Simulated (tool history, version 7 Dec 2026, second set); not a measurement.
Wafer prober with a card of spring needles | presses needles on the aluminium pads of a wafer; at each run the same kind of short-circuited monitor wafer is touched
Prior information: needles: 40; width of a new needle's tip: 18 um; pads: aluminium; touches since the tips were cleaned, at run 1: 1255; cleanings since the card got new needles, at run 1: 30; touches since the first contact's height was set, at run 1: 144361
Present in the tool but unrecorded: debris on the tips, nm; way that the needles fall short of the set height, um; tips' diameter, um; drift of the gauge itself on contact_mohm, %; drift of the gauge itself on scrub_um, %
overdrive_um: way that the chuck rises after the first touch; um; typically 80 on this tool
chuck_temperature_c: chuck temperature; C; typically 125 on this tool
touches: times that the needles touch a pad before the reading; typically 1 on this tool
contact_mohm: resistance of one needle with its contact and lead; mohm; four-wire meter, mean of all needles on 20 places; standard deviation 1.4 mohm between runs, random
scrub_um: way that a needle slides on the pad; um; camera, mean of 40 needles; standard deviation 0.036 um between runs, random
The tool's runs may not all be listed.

run	day	overdrive_um	chuck_temperature_c	touches	touches since the tips were cleaned	cleanings since the card got new needles	touches since the first contact's height was set	contact_mohm	scrub_um
1	0	80	125	1	1255	30	144361	138	18.45
# day 0.438: height of the first contact set anew
# day 0.846: tips cleaned on abrasive film
2	1.167	80	125	1	1235	31	2776	133	18.8
# day 1.954: tips cleaned on abrasive film
3	2.242	80	125	1	1108	32	6862	135	18.74
# day 3.071: tips cleaned on abrasive film
4	3.142	80	125	1	282	33	10280	129	18.69
# day 4.221: tips cleaned on abrasive film
5	4.221	80	125	1	0	34	14380	130	18.72
6	5.092	80	125	1	3320	34	17700	143	18.71
# day 5.346: tips cleaned on abrasive film
7	5.621	80	125	1	1044	35	19708	133	18.75
8	6.162	80	125	1	3120	35	21784	145	18.68
# day 6.475: tips cleaned on abrasive film
9	7.217	80	125	1	2841	36	25788	140	18.75
# day 7.617: tips cleaned on abrasive film
10	8.008	80	125	1	1495	37	28784	136	18.71
# day 8.742: tips cleaned on abrasive film
11	8.854	80	125	1	418	38	31996	128	18.7
12	9.829	80	125	1	4150	38	35728	145	18.7
# day 9.942: tips cleaned on abrasive film
13	10.362	80	125	1	1602	39	37741	138	18.69
# day 11.05: tips cleaned on abrasive film
14	11.15	80	125	1	381	40	40742	130	18.73
# day 12.167: tips cleaned on abrasive film
15	12.417	80	125	1	957	41	45552	134	18.67
16	12.954	80	125	1	3016	41	47611	142	18.68
# day 13.333: tips cleaned on abrasive film
17	13.992	80	37	2	2520	42	51557	123	18.66
# day 14.479: tips cleaned on abrasive film
18	15.229	90	56	2	2864	43	56262	124	21
# day 15.654: tips cleaned on abrasive film
19	15.938	90	56	2	1084	44	58956	123	20.98
# day 16.8: tips cleaned on abrasive film
20	16.812	90	56	2	47	45	62273	117	21
# day 17.95: tips cleaned on abrasive film
21	18.079	80	125	3	492	46	67086	129	18.68
22	19.038	64	125	3	4161	46	70755	139	14.84
# day 19.112: tips cleaned on abrasive film
23	20.083	64	125	3	3710	47	74731	138	14.85
# day 20.288: tips cleaned on abrasive film
24	20.671	79	65	1	1464	48	76958	130	18.34
# day 21.425: tips cleaned on abrasive film
25	21.908	80	125	1	1832	49	81655	138	18.61
# day 22.542: tips cleaned on abrasive film
26	22.575	80	125	1	127	50	84199	130	18.57
27	23.158	71	68	1	2340	50	86412	142	16.43
# day 23.675: tips cleaned on abrasive film
28	23.754	66	68	1	305	51	88682	126	15.26
# day 24.867: tips cleaned on abrasive film
29	24.992	65	44	1	489	52	93393	126	15.15
# day 25.975: tips cleaned on abrasive film
30	26.196	67	32	1	842	53	97970	127	15.53
# day 27.1: tips cleaned on abrasive film
31	27.1	67	32	1	0	54	101398	121	15.43

5 ways to go on from here, each from the tool as it stands after run 31. What would each give?
A	27.854	78	125	1	2876	54	104274	?	?
B	27.854	81	97	3	2876	54	104274	?	?
C	27.854	66	55	3	2876	54	104274	?	?
D	27.854	67	32	1	2876	54	104274	?	?
E	27.854	67	32	3	2876	54	104274	?	?

run	contact_mohm	scrub_um
A	142	18.02
B	127	18.77
C	129	15.25
D	138	15.48
E	126	15.45
The same runs, with their run-to-run variation unchanged, on a tool lacking any hidden condition would have given:
run	contact_mohm	scrub_um
A	125	18.27
B	121	19.02
C	119	15.5
D	113	15.73
E	116	15.7

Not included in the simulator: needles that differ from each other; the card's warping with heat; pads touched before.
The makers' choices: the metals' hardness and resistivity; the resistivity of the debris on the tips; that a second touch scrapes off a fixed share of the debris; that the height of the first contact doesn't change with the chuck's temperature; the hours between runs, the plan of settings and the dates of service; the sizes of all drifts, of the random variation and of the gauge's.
